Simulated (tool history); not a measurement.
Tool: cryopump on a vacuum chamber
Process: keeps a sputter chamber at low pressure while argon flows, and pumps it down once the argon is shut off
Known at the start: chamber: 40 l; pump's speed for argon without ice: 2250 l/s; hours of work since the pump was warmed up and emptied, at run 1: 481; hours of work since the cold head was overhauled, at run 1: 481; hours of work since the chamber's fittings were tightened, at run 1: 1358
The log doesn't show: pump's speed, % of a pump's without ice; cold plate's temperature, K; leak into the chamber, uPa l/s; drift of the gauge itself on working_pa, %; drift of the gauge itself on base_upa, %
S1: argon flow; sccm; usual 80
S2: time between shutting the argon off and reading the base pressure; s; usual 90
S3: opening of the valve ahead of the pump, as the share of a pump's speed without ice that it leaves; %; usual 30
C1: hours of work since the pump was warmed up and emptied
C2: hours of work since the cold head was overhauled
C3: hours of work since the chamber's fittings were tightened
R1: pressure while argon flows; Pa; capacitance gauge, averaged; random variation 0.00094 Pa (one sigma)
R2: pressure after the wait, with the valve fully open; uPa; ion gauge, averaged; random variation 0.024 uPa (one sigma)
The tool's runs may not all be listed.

run   hour  S1  S2  S3   C1   C2    C3      R1    R2
  1      0  80  90  30  481  481  1358  0.2145  2.17
  2   52.6  80  25  30  524  524  1401   0.215   4.1
  3   93.9  80  25  30  557  557  1434  0.2142  4.13
  4  139.6  80  25  30  594  594  1472  0.2171  4.29
  5  181.7  80  25  30  629  629  1506  0.2178  4.26
  6  205.9  80  90  30  649  649  1526  0.2189  2.47
  7  239.3  80  90  30  676  676  1553  0.2189  2.47
  8  281.4  80  90  30  710  710  1587  0.2185  2.64

The next listed run, before its measurement:
     310.9  -- leaking fittings of the chamber tightened, without venting
  9  319.6  59  71  37  740  740   7   ?   ?

R1: 0.1347 Pa
R2: 1.1 uPa
Without the tool's hidden state the same run would have given R1 0.1201 Pa, R2 1.04 uPa.
